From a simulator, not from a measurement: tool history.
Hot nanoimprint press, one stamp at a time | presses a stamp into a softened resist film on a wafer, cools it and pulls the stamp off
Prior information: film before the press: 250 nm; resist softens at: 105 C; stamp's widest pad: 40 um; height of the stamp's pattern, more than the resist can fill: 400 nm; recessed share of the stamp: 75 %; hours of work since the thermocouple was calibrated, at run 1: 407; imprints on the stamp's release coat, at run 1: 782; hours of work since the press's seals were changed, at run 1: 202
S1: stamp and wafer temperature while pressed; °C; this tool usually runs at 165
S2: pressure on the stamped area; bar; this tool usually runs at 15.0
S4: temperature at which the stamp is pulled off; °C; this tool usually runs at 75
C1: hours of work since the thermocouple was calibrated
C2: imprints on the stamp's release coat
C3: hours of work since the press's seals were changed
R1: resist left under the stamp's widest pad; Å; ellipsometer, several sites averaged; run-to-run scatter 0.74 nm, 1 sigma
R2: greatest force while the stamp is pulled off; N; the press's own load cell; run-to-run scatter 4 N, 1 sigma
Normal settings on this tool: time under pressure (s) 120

run 1 hour=0.0 | S1=165 S2=15.0 time_under_pressure_(s)=120 S4=75 | C1=407 C2=782 C3=202 | R1=1413 R2=223
run 2 hour=12.3 | S1=165 S2=15.0 time_under_pressure_(s)=120 S4=75 | C1=415 C2=826 C3=210 | R1=1398 R2=221
run 3 hour=24.0 | S1=165 S2=15.0 time_under_pressure_(s)=120 S4=75 | C1=422 C2=867 C3=217 | R1=1405 R2=217
run 4 hour=30.5 | S1=165 S2=15.0 time_under_pressure_(s)=120 S4=75 | C1=426 C2=890 C3=221 | R1=1397 R2=216
run 5 hour=39.9 | S1=165 S2=15.0 time_under_pressure_(s)=120 S4=75 | C1=432 C2=924 C3=227 | R1=1407 R2=220
run 6 hour=51.0 | S1=165 S2=15.0 time_under_pressure_(s)=120 S4=75 | C1=439 C2=963 C3=233 | R1=1398 R2=210
-- hour=60.0 stamp cleaned and given a new release coat
run 7 hour=65.2 | S1=165 S2=17.5 time_under_pressure_(s)=120 S4=75 | C1=444 C2=19 C3=238 | R1=1305 R2=209
run 8 hour=72.3 | S1=165 S2=17.5 time_under_pressure_(s)=120 S4=75 | C1=448 C2=44 C3=243 | R1=1297 R2=214
run 9 hour=83.1 | S1=165 S2=17.5 time_under_pressure_(s)=120 S4=75 | C1=455 C2=82 C3=250 | R1=1303 R2=222
run 10 hour=88.9 | S1=165 S2=11.8 time_under_pressure_(s)=120 S4=75 | C1=458 C2=103 C3=253 | R1=1544 R2=213
run 11 hour=96.7 | S1=155 S2=15.0 time_under_pressure_(s)=120 S4=75 | C1=463 C2=130 C3=258 | R1=1983 R2=217
run 12 hour=102.5 | S1=155 S2=18.6 time_under_pressure_(s)=120 S4=75 | C1=467 C2=151 C3=261 | R1=1833 R2=214
run 13 hour=111.0 | S1=155 S2=18.6 time_under_pressure_(s)=120 S4=75 | C1=472 C2=181 C3=267 | R1=1825 R2=218
run 14 hour=117.8 | S1=157 S2=15.0 time_under_pressure_(s)=120 S4=75 | C1=476 C2=205 C3=271 | R1=1837 R2=222
run 15 hour=128.0 | S1=157 S2=15.0 time_under_pressure_(s)=120 S4=75 | C1=483 C2=241 C3=277 | R1=1840 R2=223
run 16 hour=140.1 | S1=174 S2=21.6 time_under_pressure_(s)=92 S4=75 | C1=490 C2=284 C3=285 | R1=876 R2=217
run 17 hour=152.0 | S1=174 S2=21.6 time_under_pressure_(s)=92 S4=75 | C1=497 C2=326 C3=292 | R1=868 R2=218
run 18 hour=160.1 | S1=174 S2=21.6 time_under_pressure_(s)=92 S4=75 | C1=502 C2=354 C3=297 | R1=863 R2=216
run 19 hour=167.4 | S1=155 S2=9.2 time_under_pressure_(s)=210 S4=74 | C1=507 C2=380 C3=301 | R1=2006 R2=219
run 20 hour=179.5 | S1=157 S2=17.9 time_under_pressure_(s)=210 S4=74 | C1=514 C2=423 C3=309 | R1=1488 R2=221

Expected results for the next run?
run 21 hour=190.5 | S1=173 S2=15.0 time_under_pressure_(s)=74 S4=75 | C1=521 C2=462 C3=316 | R1=? R2=?

Run 21 produced R1 1182 Å, R2 224 N.
Were there no unlogged condition in the tool, this run, its random variation unchanged, would have produced R1 1214 Å, R2 223 N.

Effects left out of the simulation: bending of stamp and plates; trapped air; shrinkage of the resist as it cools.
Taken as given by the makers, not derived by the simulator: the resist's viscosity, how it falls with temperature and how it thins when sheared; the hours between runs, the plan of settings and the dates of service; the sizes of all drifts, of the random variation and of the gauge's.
